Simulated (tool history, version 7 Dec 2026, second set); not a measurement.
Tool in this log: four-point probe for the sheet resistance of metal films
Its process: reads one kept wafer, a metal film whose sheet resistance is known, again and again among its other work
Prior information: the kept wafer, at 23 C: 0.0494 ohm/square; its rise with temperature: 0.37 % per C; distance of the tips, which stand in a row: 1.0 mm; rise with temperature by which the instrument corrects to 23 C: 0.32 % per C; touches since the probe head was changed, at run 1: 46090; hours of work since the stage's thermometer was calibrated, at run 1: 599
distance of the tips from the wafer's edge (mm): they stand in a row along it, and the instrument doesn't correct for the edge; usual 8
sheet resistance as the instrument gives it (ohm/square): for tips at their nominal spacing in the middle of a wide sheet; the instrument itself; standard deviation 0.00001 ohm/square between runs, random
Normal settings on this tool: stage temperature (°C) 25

run   hour  stage temperature (°C)  distance of the tips from the wafer's edge (mm)  touches since the probe head was changed  hours of work since the stage's thermometer was calibrated  sheet resistance as the instrument gives it (ohm/square)
  1    0.0                      25                                                8                                     46090                                                         599                                                  0.050089
  2   19.0                      25                                                7                                     46879                                                         609                                                  0.050249
  3   41.5                      25                                                7                                     47813                                                         620                                                  0.050267
  4   61.2                      25                                                8                                     48628                                                         630                                                  0.050144
  5   88.6                      19                                                8                                     49768                                                         645                                                  0.049993
  6  121.7                      25                                                4                                     51139                                                         662                                                  0.051348
  7  139.9                      25                                                8                                     51896                                                         671                                                  0.050155
     143.5  -- stage's thermometer calibrated
  8  168.8                      25                                               46                                     53075                                                          13                                                  0.049733
  9  204.0                      25                                               46                                     54536                                                          31                                                  0.049757
 10  238.6                      25                                               46                                     55973                                                          49                                                  0.049746
 11  266.0                      25                                               20                                     57108                                                          63                                                  0.049806
 12  282.7                      29                                                8                                     57801                                                          72                                                  0.050266
 13  308.9                      29                                                8                                     58888                                                          85                                                  0.050225
     343.2  -- stage's thermometer calibrated, once more
 14  344.0                      33                                                4                                     60323                                                           0                                                  0.051507
 15  368.6                      32                                               35                                     61346                                                          13                                                  0.049879
 16  392.9                      23                                               34                                     62354                                                          26                                                  0.049673
 17  418.0                      25                                                8                                     63397                                                          39                                                  0.050141
 18  445.4                      21                                               13                                     64534                                                          53                                                  0.049766
 19  472.8                      26                                               62                                     65669                                                          67                                                  0.049758
 20  494.6                      26                                               14                                     66573                                                          78                                                  0.049868
 21  527.5                      26                                               14                                     67942                                                          95                                                  0.049899
 22  545.2                      19                                               59                                     68676                                                         104                                                  0.049606
 23  580.8                      25                                               22                                     70151                                                         123                                                  0.049775

The same runs without the tool's hidden state, with the same run-to-run variation:
Hidden state present: inner tips' distance over the nominal, %; tips' flats over new ones', %; wafer's true temperature over the reading, C; drift of the gauge itself on sheet_ohm, %.
run  sheet resistance as the instrument gives it (ohm/square)
  1                                                  0.049824
  2                                                  0.049981
  3                                                  0.049997
  4                                                  0.049873
  5                                                  0.049720
  6                                                  0.051064
  7                                                  0.049876
  8                                                  0.049446
  9                                                  0.049467
 10                                                  0.049453
 11                                                  0.049510
 12                                                  0.049966
 13                                                  0.049923
 14                                                  0.051236
 15                                                  0.049614
 16                                                  0.049407
 17                                                  0.049870
 18                                                  0.049494
 19                                                  0.049483
 20                                                  0.049591
 21                                                  0.049619
 22                                                  0.049325
 23                                                  0.049490
